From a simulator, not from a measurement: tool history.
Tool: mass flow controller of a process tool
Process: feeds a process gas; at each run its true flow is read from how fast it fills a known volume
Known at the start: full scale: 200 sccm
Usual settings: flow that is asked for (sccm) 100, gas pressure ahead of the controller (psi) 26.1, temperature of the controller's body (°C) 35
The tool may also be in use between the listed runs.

run    hour  flow that is asked for (sccm)  gas pressure ahead of the controller (psi)  temperature of the controller's body (°C)  true flow (%)
  1       0                            100                                        26.1                                         35          100.6
  2    71.2                            100                                        26.1                                         35         100.79
  3   131.2                            100                                        26.1                                         35         100.94
  4   186.8                            100                                        26.1                                         35         101.04
  5   255.4                            100                                        26.1                                         35         101.22
  6     336                            100                                        26.1                                         35         101.43
  7   371.5                            148                                        26.1                                         35         101.99
  8   408.6                            148                                        26.1                                         35         102.02
  9   472.9                            148                                        26.1                                         35         102.11
 10   533.7                            148                                        26.1                                         35         102.35
 11   613.9                            148                                        26.1                                         35         102.52
 12     688                            100                                        26.1                                         35         102.41
      699.6  -- gauge calibrated
 13   762.1                            100                                        26.1                                         35         100.67
 14   803.2                            100                                        26.1                                         35         100.97
 15     877                            100                                        26.1                                         35         100.99
 16   916.5                            100                                        26.1                                         35         101.26
 17   991.8                            100                                        26.1                                         30         100.95
 18  1047.7                            100                                        26.1                                         30         100.88
 19  1089.5                            100                                        38.7                                         35         100.86
 20  1165.2                            100                                        38.7                                         35         101.08
 21  1202.3                            100                                        38.7                                         35         101.21
 22  1249.8                            100                                        38.7                                         35         101.41
 23  1330.3                            100                                        38.7                                         28         100.91
 24  1389.1                            100                                        38.7                                         28         100.99
 25    1464                            183                                        24.2                                         35         103.45
 26  1539.5                             34                                        26.1                                         20         100.59
 27  1580.1                             34                                        26.1                                         20         100.69
 28  1617.2                            183                                        37.1                                         35         103.15
 29  1694.9                            100                                        26.1                                         27          102.5
     1726.7  -- gauge calibrated
 30  1728.1                             43                                        26.1                                         35         100.09
 31  1803.4                             43                                        26.1                                         35         100.34
 32    1848                             43                                        26.1                                         35         100.48
 33  1895.4                             94                                        38.1                                         35         100.24
 34  1973.5                             94                                        38.1                                         35         100.47
 35  2022.1                             94                                        38.1                                         35         100.58
 36  2098.6                            100                                        26.1                                         29         100.81
 37  2152.3                            100                                        26.1                                         29         101.12
 38  2189.4                            100                                        26.1                                         22         100.54
 39    2253                            155                                        33.8                                         38         102.36
 40  2288.7                            155                                        33.8                                         38         102.37
 41  2336.5                            155                                        33.8                                         38         102.52
 42  2414.3                            155                                        33.8                                         38         102.72
 43  2491.6                            100                                        40.2                                         35         101.91
 44  2548.8                             30                                          22                                         24         101.23
 45  2613.4                             91                                        25.2                                         35         103.15
 46  2665.7                            139                                        25.2                                         35         103.57
 47  2727.6                            139                                        24.8                                         21         102.19
 48  2762.4                            139                                        24.8                                         21         102.29

The same runs without the tool's hidden state, with the same run-to-run variation:
The hidden state here: flow at rest that the sensor doesn't see, % of full scale; true flow over the shown one, %; drift of the gauge itself on true_pct, %.
run  true flow (%)
  1         100.59
  2         100.59
  3         100.56
  4          100.5
  5         100.48
  6         100.46
  7         100.91
  8         100.84
  9         100.74
 10          100.8
 11         100.74
 12         100.42
 13         100.49
 14         100.66
 15         100.48
 16         100.64
 17         100.11
 18          99.88
 19          99.74
 20          99.74
 21          99.77
 22          99.83
 23          99.12
 24          99.03
 25         101.23
 26          98.22
 27          98.21
 28          100.5
 29          99.65
 30         100.09
 31         100.12
 32         100.14
 33          99.75
 34          99.76
 35          99.73
 36          99.74
 37           99.9
 38          99.22
 39         100.83
 40         100.74
 41         100.75
 42         100.73
 43          99.72
 44           98.9
 45         100.58
 46         100.85
 47          99.33
 48          99.33
